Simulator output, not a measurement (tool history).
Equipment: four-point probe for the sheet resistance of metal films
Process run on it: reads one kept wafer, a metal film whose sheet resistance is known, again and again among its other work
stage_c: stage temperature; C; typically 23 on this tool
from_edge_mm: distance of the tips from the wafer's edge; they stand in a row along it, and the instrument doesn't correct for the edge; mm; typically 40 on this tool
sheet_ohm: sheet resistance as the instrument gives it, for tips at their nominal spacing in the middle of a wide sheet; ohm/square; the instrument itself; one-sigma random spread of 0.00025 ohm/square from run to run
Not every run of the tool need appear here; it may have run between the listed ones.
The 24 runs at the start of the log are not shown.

| run | hour | stage_c | from_edge_mm | touches since the probe head was changed | hours of work since the stage's thermometer was calibrated | sheet_ohm |
|---|---|---|---|---|---|---|
| 25 | 965.4 | 20 | 18 | 40125 | 211 | 1.245959 |
| 26 | 1026.8 | 20 | 12 | 42451 | 259 | 1.248245 |
| 27 | 1072.6 | 31 | 3 | 44187 | 294 | 1.309491 |
| 28 | 1119.5 | 30 | 6 | 45965 | 330 | 1.257854 |
| 29 | 1154.2 | 21 | 47 | 47279 | 356 | 1.243129 |
| 30 | 1208.5 | 23 | 36 | 49336 | 398 | 1.242757 |
| 31 | 1255 | 18 | 8 | 51101 | 434 | 1.254005 |
| 32 | 1302 | 34 | 12 | 52882 | 470 | 1.242593 |
| 33 | 1349.3 | 27 | 12 | 54673 | 506 | 1.244946 |
| 34 | 1374.9 | 27 | 12 | 55643 | 526 | 1.244754 |
| 35 | 1421.3 | 27 | 12 | 57402 | 562 | 1.244283 |
| 36 | 1470.1 | 28 | 18 | 59253 | 599 | 1.241366 |
| 37 | 1522.2 | 18 | 32 | 61229 | 639 | 1.243603 |
| 38 | 1581.3 | 18 | 32 | 63467 | 684 | 1.243404 |
| 39 | 1611.4 | 18 | 32 | 64608 | 708 | 1.243651 |
| 40 | 1645.9 | 23 | 56 | 65915 | 734 | 1.240618 |
| 41 | 1694.9 | 22 | 44 | 67771 | 772 | 1.241316 |
| 42 | 1737.9 | 23 | 14 | 69403 | 805 | 1.243881 |
| 43 | 1799.6 | 23 | 14 | 71739 | 852 | 1.24336 |
| 44 | 1846.8 | 27 | 7 | 73531 | 888 | 1.251919 |

What if the next run were any one of these 5? Each begins from the tool's condition after run 44:
| A | 1872.6 | 22 | 52 | 74506 | 908 | ? |
| B | 1872.6 | 21 | 40 | 74506 | 908 | ? |
| C | 1872.6 | 18 | 38 | 74506 | 908 | ? |
| D | 1872.6 | 24 | 40 | 74506 | 908 | ? |
| E | 1872.6 | 27 | 6 | 74506 | 908 | ? |

| run | sheet_ohm |
|---|---|
| A | 1.240964 |
| B | 1.241097 |
| C | 1.241656 |
| D | 1.240313 |
| E | 1.256987 |
With no hidden state in the tool, these same runs would have given:
| run | sheet_ohm |
|---|---|
| A | 1.240214 |
| B | 1.240342 |
| C | 1.240886 |
| D | 1.239573 |
| E | 1.256249 |
